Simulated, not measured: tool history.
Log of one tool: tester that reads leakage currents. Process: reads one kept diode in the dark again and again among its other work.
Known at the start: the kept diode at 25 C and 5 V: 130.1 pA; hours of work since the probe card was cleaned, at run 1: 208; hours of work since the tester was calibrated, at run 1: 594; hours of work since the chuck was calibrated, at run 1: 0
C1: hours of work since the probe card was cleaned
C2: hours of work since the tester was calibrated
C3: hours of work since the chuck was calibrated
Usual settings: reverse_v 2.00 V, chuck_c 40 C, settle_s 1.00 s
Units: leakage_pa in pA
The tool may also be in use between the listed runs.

Run 1, hour 0.0: usual settings; C1 208; C2 594; C3 0. Result: leakage_pa 305.38 pA.
Run 2, hour 58.1: usual settings; C1 251; C2 638; C3 44. Result: leakage_pa 306.75 pA.
Run 3, hour 95.0: usual settings; C1 279; C2 666; C3 71. Result: leakage_pa 308.65 pA.
Run 4, hour 144.2: usual settings but reverse_v 3.56 V; C1 316; C2 703; C3 108. Result: leakage_pa 381.49 pA.
Run 5, hour 221.9: usual settings; C1 374; C2 761; C3 167. Result: leakage_pa 313.69 pA.
Run 6, hour 260.5: usual settings; C1 403; C2 790; C3 196. Result: leakage_pa 314.51 pA.
Run 7, hour 295.8: usual settings but chuck_c 37 C; C1 430; C2 817; C3 222. Result: leakage_pa 253.65 pA.
Run 8, hour 348.5: usual settings but chuck_c 48 C; C1 470; C2 856; C3 262. Result: leakage_pa 563.60 pA.
Run 9, hour 396.8: usual settings but chuck_c 22 C; C1 506; C2 892; C3 298. Result: leakage_pa 79.27 pA.
Run 10, hour 444.4: usual settings but chuck_c 45 C; C1 542; C2 928; C3 334. Result: leakage_pa 463.18 pA.
Run 11, hour 493.4: usual settings; C1 578; C2 965; C3 371. Result: leakage_pa 323.94 pA.
Run 12, hour 538.7: usual settings; C1 612; C2 999; C3 405. Result: leakage_pa 326.23 pA.
Run 13, hour 600.6: usual settings; C1 659; C2 1046; C3 451. Result: leakage_pa 330.24 pA.
Run 14, hour 669.9: usual settings but chuck_c 28 C; C1 711; C2 1098; C3 503. Result: leakage_pa 134.45 pA.
Run 15, hour 747.5: usual settings but chuck_c 28 C; C1 769; C2 1156; C3 562. Result: leakage_pa 135.51 pA.
Run 16, hour 795.0: usual settings but reverse_v 4.67 V; C1 805; C2 1192; C3 597. Result: leakage_pa 456.18 pA.
Run 17, hour 840.5: usual settings but reverse_v 4.67 V; C1 839; C2 1226; C3 632. Result: leakage_pa 459.11 pA.
Run 18, hour 923.8: usual settings but reverse_v 4.67 V; C1 902; C2 1288; C3 694. Result: leakage_pa 463.77 pA.
Run 19, hour 971.0: usual settings but reverse_v 5.43 V; C1 937; C2 1324; C3 730. Result: leakage_pa 492.51 pA.
Run 20, hour 1053.9: usual settings but reverse_v 6.95 V; C1 1000; C2 1386; C3 792. Result: leakage_pa 543.46 pA.
Run 21, hour 1117.1: usual settings but reverse_v 12.67 V, chuck_c 26 C; C1 1047; C2 1434; C3 839. Result: leakage_pa 248.16 pA.
Run 22, hour 1155.2: usual settings but settle_s 8.14 s; C1 1076; C2 1462; C3 868. Result: leakage_pa 353.03 pA.
Run 23, hour 1202.6: usual settings but reverse_v 4.12 V, chuck_c 59 C, settle_s 1.72 s; C1 1111; C2 1498; C3 904. Result: leakage_pa 1683.96 pA.
At hour 1270.9: chuck's temperature calibrated.
Run 24, hour 1291.3: usual settings but reverse_v 4.12 V, chuck_c 59 C, settle_s 1.72 s; C1 1177; C2 1563; C3 15. Result: leakage_pa 1480.82 pA.
At hour 1350.8: probe card cleaned and baked.
Run 25, hour 1377.6: usual settings but chuck_c 33 C, settle_s 0.45 s; C1 20; C2 1626; C3 78. Result: leakage_pa 182.50 pA.
Run 26, hour 1439.6: usual settings but reverse_v 5.81 V, chuck_c 21 C; C1 67; C2 1672; C3 124. Result: leakage_pa 102.70 pA.
Run 27, hour 1518.5: usual settings but reverse_v 5.81 V, chuck_c 21 C; C1 126; C2 1732; C3 184. Result: leakage_pa 104.82 pA.
Run 28, hour 1573.5: usual settings but reverse_v 5.81 V, chuck_c 30 C, settle_s 3.93 s; C1 167; C2 1773; C3 225. Result: leakage_pa 215.71 pA.
Run 29, hour 1648.7: usual settings but reverse_v 12.68 V; C1 224; C2 1829; C3 282. Result: leakage_pa 613.14 pA.
Run 30, hour 1698.4: usual settings but reverse_v 12.68 V; C1 261; C2 1867; C3 319. Result: leakage_pa 619.48 pA.
Run 31, hour 1782.0: usual settings but reverse_v 12.68 V, chuck_c 53 C, settle_s 3.18 s; C1 324; C2 1930; C3 382. Result: leakage_pa 1555.58 pA.
Run 32, hour 1843.5: usual settings but reverse_v 13.09 V, chuck_c 56 C, settle_s 0.58 s; C1 370; C2 1976; C3 428. Result: leakage_pa 1944.65 pA.
Run 33, hour 1881.3: usual settings but reverse_v 8.80 V, chuck_c 56 C, settle_s 0.58 s; C1 399; C2 2004; C3 456. Result: leakage_pa 1693.96 pA.
Run 34, hour 1967.1: usual settings but reverse_v 8.80 V, chuck_c 56 C, settle_s 0.58 s; C1 463; C2 2069; C3 521. Result: leakage_pa 1717.37 pA.
Run 35, hour 2023.8: usual settings but reverse_v 1.03 V, chuck_c 25 C, settle_s 2.47 s; C1 506; C2 2111; C3 563. Result: leakage_pa 84.66 pA.
Run 36, hour 2075.9: usual settings but reverse_v 3.21 V, chuck_c 27 C, settle_s 2.47 s; C1 545; C2 2150; C3 603. Result: leakage_pa 150.78 pA.
Run 37, hour 2121.2: usual settings but reverse_v 3.21 V, chuck_c 27 C, settle_s 2.47 s; C1 579; C2 2185; C3 637. Result: leakage_pa 150.44 pA.
Run 38, hour 2198.5: usual settings but reverse_v 6.23 V, chuck_c 32 C, settle_s 6.72 s; C1 637; C2 2243; C3 695. Result: leakage_pa 284.06 pA.
Run 39, hour 2280.7: usual settings but reverse_v 6.23 V, chuck_c 32 C, settle_s 6.72 s; C1 699; C2 2304; C3 757. Result: leakage_pa 289.60 pA.

Hidden state or all else? Some run-to-run changes of leakage_pa, split into what the settings, what came in and random variation would give without the hidden state, and what is left for the hidden state (with any gauge scatter that isn't in both results):
The hidden state here: stray current of the dirty probe card, pA a volt; current scale over the true one, %; true chuck temperature over the reading, C; drift of the gauge itself on leakage_pa, %.
Run 22 -> 23: reverse_v 2.00 -> 4.12, chuck_c 40 -> 59, settle_s 8.14 -> 1.72. leakage_pa +1330.93 pA: hidden state +163.01, all else +1167.92.
Run 23 -> 24: chuck's temperature calibrated. leakage_pa -203.14 pA: hidden state -201.42, all else -1.72.
Run 24 -> 25: reverse_v 4.12 -> 2.00, chuck_c 59 -> 33, settle_s 1.72 -> 0.45, probe card cleaned and baked. leakage_pa -1298.32 pA: hidden state -7.94, all else -1290.38.
Run 34 -> 35: reverse_v 8.80 -> 1.03, chuck_c 56 -> 25, settle_s 0.58 -> 2.47. leakage_pa -1632.71 pA: hidden state -130.23, all else -1502.48.
